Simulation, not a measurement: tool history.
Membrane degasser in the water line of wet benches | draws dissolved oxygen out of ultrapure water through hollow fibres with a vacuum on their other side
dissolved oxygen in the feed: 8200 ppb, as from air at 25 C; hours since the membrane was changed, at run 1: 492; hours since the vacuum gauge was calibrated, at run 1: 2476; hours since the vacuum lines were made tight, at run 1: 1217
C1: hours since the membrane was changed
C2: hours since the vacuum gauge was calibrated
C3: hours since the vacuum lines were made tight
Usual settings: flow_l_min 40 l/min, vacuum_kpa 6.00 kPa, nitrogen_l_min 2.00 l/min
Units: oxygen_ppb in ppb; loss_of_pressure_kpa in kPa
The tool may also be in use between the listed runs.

{"run": 1, "hour": 0.0, "flow_l_min": 40, "vacuum_kpa": 6.0, "nitrogen_l_min": 2.0, "C1": 492, "C2": 2476, "C3": 1217, "oxygen_ppb": 212.0, "loss_of_pressure_kpa": 49.33}
{"run": 2, "hour": 63.9, "flow_l_min": 40, "vacuum_kpa": 6.0, "nitrogen_l_min": 2.0, "C1": 556, "C2": 2540, "C3": 1281, "oxygen_ppb": 211.2, "loss_of_pressure_kpa": 49.03}
{"run": 3, "hour": 136.2, "flow_l_min": 40, "vacuum_kpa": 6.0, "nitrogen_l_min": 2.0, "C1": 629, "C2": 2612, "C3": 1353, "oxygen_ppb": 207.0, "loss_of_pressure_kpa": 48.9}
{"run": 4, "hour": 179.2, "flow_l_min": 40, "vacuum_kpa": 6.0, "nitrogen_l_min": 2.0, "C1": 672, "C2": 2655, "C3": 1396, "oxygen_ppb": 207.9, "loss_of_pressure_kpa": 49.07}
{"run": 5, "hour": 224.8, "flow_l_min": 40, "vacuum_kpa": 6.0, "nitrogen_l_min": 1.55, "C1": 717, "C2": 2701, "C3": 1442, "oxygen_ppb": 244.1, "loss_of_pressure_kpa": 49.4}
{"run": 6, "hour": 298.3, "flow_l_min": 40, "vacuum_kpa": 6.0, "nitrogen_l_min": 1.55, "C1": 791, "C2": 2774, "C3": 1515, "oxygen_ppb": 244.0, "loss_of_pressure_kpa": 49.21}
{"run": 7, "hour": 338.5, "flow_l_min": 40, "vacuum_kpa": 6.0, "nitrogen_l_min": 1.55, "C1": 831, "C2": 2814, "C3": 1556, "oxygen_ppb": 242.8, "loss_of_pressure_kpa": 49.44}
{"run": 8, "hour": 412.1, "flow_l_min": 40, "vacuum_kpa": 6.0, "nitrogen_l_min": 4.24, "C1": 904, "C2": 2888, "C3": 1629, "oxygen_ppb": 144.9, "loss_of_pressure_kpa": 49.19}
{"hour": 416.7, "done": "vacuum gauge calibrated"}
{"run": 9, "hour": 484.0, "flow_l_min": 40, "vacuum_kpa": 6.0, "nitrogen_l_min": 2.0, "C1": 976, "C2": 67, "C3": 1701, "oxygen_ppb": 215.2, "loss_of_pressure_kpa": 49.34}
{"run": 10, "hour": 530.0, "flow_l_min": 40, "vacuum_kpa": 6.0, "nitrogen_l_min": 2.0, "C1": 1022, "C2": 113, "C3": 1747, "oxygen_ppb": 216.5, "loss_of_pressure_kpa": 49.38}
{"run": 11, "hour": 608.3, "flow_l_min": 40, "vacuum_kpa": 6.0, "nitrogen_l_min": 2.0, "C1": 1100, "C2": 192, "C3": 1825, "oxygen_ppb": 218.6, "loss_of_pressure_kpa": 49.1}
{"hour": 623.7, "done": "vacuum gauge calibrated, once more"}
{"run": 12, "hour": 687.7, "flow_l_min": 40, "vacuum_kpa": 6.0, "nitrogen_l_min": 0.88, "C1": 1179, "C2": 64, "C3": 1904, "oxygen_ppb": 316.3, "loss_of_pressure_kpa": 49.12}
{"run": 13, "hour": 724.1, "flow_l_min": 40, "vacuum_kpa": 13.14, "nitrogen_l_min": 0.88, "C1": 1216, "C2": 100, "C3": 1940, "oxygen_ppb": 874.5, "loss_of_pressure_kpa": 49.47}
{"run": 14, "hour": 770.5, "flow_l_min": 40, "vacuum_kpa": 6.0, "nitrogen_l_min": 2.0, "C1": 1262, "C2": 147, "C3": 1987, "oxygen_ppb": 200.2, "loss_of_pressure_kpa": 49.02}
{"run": 15, "hour": 816.3, "flow_l_min": 43, "vacuum_kpa": 6.39, "nitrogen_l_min": 1.38, "C1": 1308, "C2": 193, "C3": 2032, "oxygen_ppb": 296.2, "loss_of_pressure_kpa": 52.77}
{"run": 16, "hour": 887.4, "flow_l_min": 52, "vacuum_kpa": 6.0, "nitrogen_l_min": 0.81, "C1": 1379, "C2": 264, "C3": 2104, "oxygen_ppb": 466.3, "loss_of_pressure_kpa": 64.32}
{"run": 17, "hour": 965.4, "flow_l_min": 40, "vacuum_kpa": 5.19, "nitrogen_l_min": 2.0, "C1": 1457, "C2": 342, "C3": 2182, "oxygen_ppb": 164.7, "loss_of_pressure_kpa": 48.93}
{"run": 18, "hour": 1005.5, "flow_l_min": 42, "vacuum_kpa": 6.0, "nitrogen_l_min": 5.29, "C1": 1497, "C2": 382, "C3": 2222, "oxygen_ppb": 142.2, "loss_of_pressure_kpa": 51.58}
{"run": 19, "hour": 1051.2, "flow_l_min": 32, "vacuum_kpa": 5.62, "nitrogen_l_min": 1.14, "C1": 1543, "C2": 427, "C3": 2267, "oxygen_ppb": 179.5, "loss_of_pressure_kpa": 39.32}
{"run": 20, "hour": 1101.2, "flow_l_min": 32, "vacuum_kpa": 5.62, "nitrogen_l_min": 1.14, "C1": 1593, "C2": 478, "C3": 2317, "oxygen_ppb": 179.7, "loss_of_pressure_kpa": 39.31}
{"run": 21, "hour": 1175.6, "flow_l_min": 39, "vacuum_kpa": 7.7, "nitrogen_l_min": 0.92, "C1": 1667, "C2": 552, "C3": 2392, "oxygen_ppb": 426.3, "loss_of_pressure_kpa": 48.18}
{"run": 22, "hour": 1214.3, "flow_l_min": 25, "vacuum_kpa": 6.68, "nitrogen_l_min": 2.78, "C1": 1706, "C2": 591, "C3": 2430, "oxygen_ppb": 89.4, "loss_of_pressure_kpa": 30.83}
{"run": 23, "hour": 1290.4, "flow_l_min": 40, "vacuum_kpa": 4.67, "nitrogen_l_min": 0.97, "C1": 1782, "C2": 667, "C3": 2507, "oxygen_ppb": 199.6, "loss_of_pressure_kpa": 49.27}
{"run": 24, "hour": 1328.0, "flow_l_min": 40, "vacuum_kpa": 4.67, "nitrogen_l_min": 0.97, "C1": 1819, "C2": 704, "C3": 2544, "oxygen_ppb": 198.2, "loss_of_pressure_kpa": 49.49}
{"run": 25, "hour": 1388.2, "flow_l_min": 36, "vacuum_kpa": 10.22, "nitrogen_l_min": 1.85, "C1": 1880, "C2": 765, "C3": 2604, "oxygen_ppb": 345.8, "loss_of_pressure_kpa": 44.54}
{"run": 26, "hour": 1450.8, "flow_l_min": 25, "vacuum_kpa": 3.65, "nitrogen_l_min": 3.83, "C1": 1942, "C2": 827, "C3": 2667, "oxygen_ppb": 22.6, "loss_of_pressure_kpa": 30.86}
{"run": 27, "hour": 1517.7, "flow_l_min": 55, "vacuum_kpa": 10.21, "nitrogen_l_min": 5.87, "C1": 2009, "C2": 894, "C3": 2734, "oxygen_ppb": 330.7, "loss_of_pressure_kpa": 68.06}

Forecast each of these 3 alternatives for the next run:
{"run": "A", "hour": 1594.9, "flow_l_min": 55, "vacuum_kpa": 10.21, "nitrogen_l_min": 1.17, "C1": 2086, "C2": 971, "C3": 2811, "oxygen_ppb": "?", "loss_of_pressure_kpa": "?"}
{"run": "B", "hour": 1594.9, "flow_l_min": 52, "vacuum_kpa": 4.74, "nitrogen_l_min": 1.86, "C1": 2086, "C2": 971, "C3": 2811, "oxygen_ppb": "?", "loss_of_pressure_kpa": "?"}
{"run": "C", "hour": 1594.9, "flow_l_min": 40, "vacuum_kpa": 10.62, "nitrogen_l_min": 1.22, "C1": 2086, "C2": 971, "C3": 2811, "oxygen_ppb": "?", "loss_of_pressure_kpa": "?"}

run=A oxygen_ppb=765.0 loss_of_pressure_kpa=67.67
run=B oxygen_ppb=251.8 loss_of_pressure_kpa=64.15
run=C oxygen_ppb=558.9 loss_of_pressure_kpa=49.08
Without the tool's hidden state the same runs would have given:
run=A oxygen_ppb=756.8 loss_of_pressure_kpa=67.12
run=B oxygen_ppb=244.4 loss_of_pressure_kpa=63.62
run=C oxygen_ppb=553.2 loss_of_pressure_kpa=48.68

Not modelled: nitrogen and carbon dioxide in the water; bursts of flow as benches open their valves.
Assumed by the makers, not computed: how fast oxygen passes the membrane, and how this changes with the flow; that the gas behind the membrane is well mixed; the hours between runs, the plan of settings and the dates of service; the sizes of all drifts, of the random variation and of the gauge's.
